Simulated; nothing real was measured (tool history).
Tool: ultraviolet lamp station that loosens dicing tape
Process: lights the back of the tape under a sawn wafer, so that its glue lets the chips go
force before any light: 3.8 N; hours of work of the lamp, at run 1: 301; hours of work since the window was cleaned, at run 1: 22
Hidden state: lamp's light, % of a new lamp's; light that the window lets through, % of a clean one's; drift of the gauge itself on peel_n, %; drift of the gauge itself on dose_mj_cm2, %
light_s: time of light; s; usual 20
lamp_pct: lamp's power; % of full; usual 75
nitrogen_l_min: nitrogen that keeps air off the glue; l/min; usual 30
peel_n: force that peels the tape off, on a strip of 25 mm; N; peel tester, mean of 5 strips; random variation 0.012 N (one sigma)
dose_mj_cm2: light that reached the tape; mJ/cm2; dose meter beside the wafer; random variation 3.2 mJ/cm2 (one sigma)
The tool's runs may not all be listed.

run   hour  light_s  lamp_pct  nitrogen_l_min  hours of work of the lamp  hours of work since the window was cleaned  peel_n  dose_mj_cm2
  1    0.0       20        75              30                        301                                          22   0.749          431
  2    5.2       20        68              30                        305                                          27   0.820          387
  3   15.3       20        68              30                        313                                          34   0.838          386
  4   22.2       20        75              16                        319                                          40   0.937          421
  5   34.8       20        75              16                        329                                          50   0.990          418
  6   46.2       20        75              16                        338                                          59   0.968          413
  7   55.7       16        75              30                        345                                          66   1.056          330
  8   63.7       16        75              30                        351                                          73   1.041          323
  9   68.8       16        75              56                        355                                          77   0.839          330
 10   79.5       16        75              56                        364                                          85   0.894          322
 11   85.8       20        75              21                        369                                          90   0.916          403
 12   95.7       20        75              21                        377                                          98   0.889          402
 13  101.1       20        75              21                        381                                         102   0.934          398
 14  109.1       20        75              21                        387                                         108   0.919          391
     110.2  -- window cleaned of glue's vapour
 15  115.1       20        75              21                        392                                           4   0.965          388
 16  123.9       20        75              21                        399                                          11   0.973          384
 17  133.0       20        75              21                        406                                          18   0.958          381
     136.6  -- window cleaned of glue's vapour, once more
 18  139.4       20        75              21                        410                                           2   0.911          403
 19  152.0       20        75              37                        420                                          12   0.740          403
 20  159.9       20        75              37                        426                                          18   0.730          397
 21  172.3       20        64              30                        436                                          28   1.002          341
 22  178.9       36        75              11                        441                                          33   0.533          710
 23  184.0       36        75              11                        445                                          37   0.572          706
 24  189.4       16        67              30                        450                                          42   1.209          283
 25  201.3       16        67              30                        459                                          51   1.272          277
 26  209.0       11        67              32                        465                                          57   1.747          187
 27  215.8       31        75              25                        471                                          62   0.489          601
 28  227.8       18        77               9                        480                                          72   1.473          355
 29  236.6       33        86               9                        487                                          79   0.607          711
 30  248.3       20        98              16                        496                                          88   0.803          487
 31  259.2       20        98              16                        505                                          97   0.807          488
 32  264.5       20        82              47                        509                                         101   0.645          408
 33  270.5       37        84              30                        514                                         106   0.301          767
 34  278.3       21        84              30                        520                                         112   0.726          428
 35  286.8       21        84              30                        527                                         118   0.729          429
 36  299.4       20        97              51                        536                                         128   0.529          469
 37  307.9       20        97              51                        543                                         135   0.538          465
 38  317.7       15        85              53                        551                                         143   0.966          300
 39  325.6       15        85              53                        557                                         149   0.955          300
 40  333.6       20        75              25                        563                                         155   1.021          351
 41  340.1       14        73              30                        569                                         160   1.401          240

How the hidden state differs across the entries between the runs, from the last listed run before each to the first after it:
Between runs 14 and 15: window cleaned of glue's vapour (hour 110.2)
  lamp's light, % of a new lamp's: 81.7 -> 81.6; light that the window lets through, % of a clean one's: 95.6 -> 93.5
  measured less the result without the state, peel_n: +0.263 -> +0.298 N; dose_mj_cm2: -111 -> -120 mJ/cm2
Between runs 17 and 18: window cleaned of glue's vapour, once more (hour 136.6)
  lamp's light, % of a new lamp's: 80.9 -> 80.7; light that the window lets through, % of a clean one's: 93 -> 99.8
  measured less the result without the state, peel_n: +0.308 -> +0.239 N; dose_mj_cm2: -125 -> -98 mJ/cm2
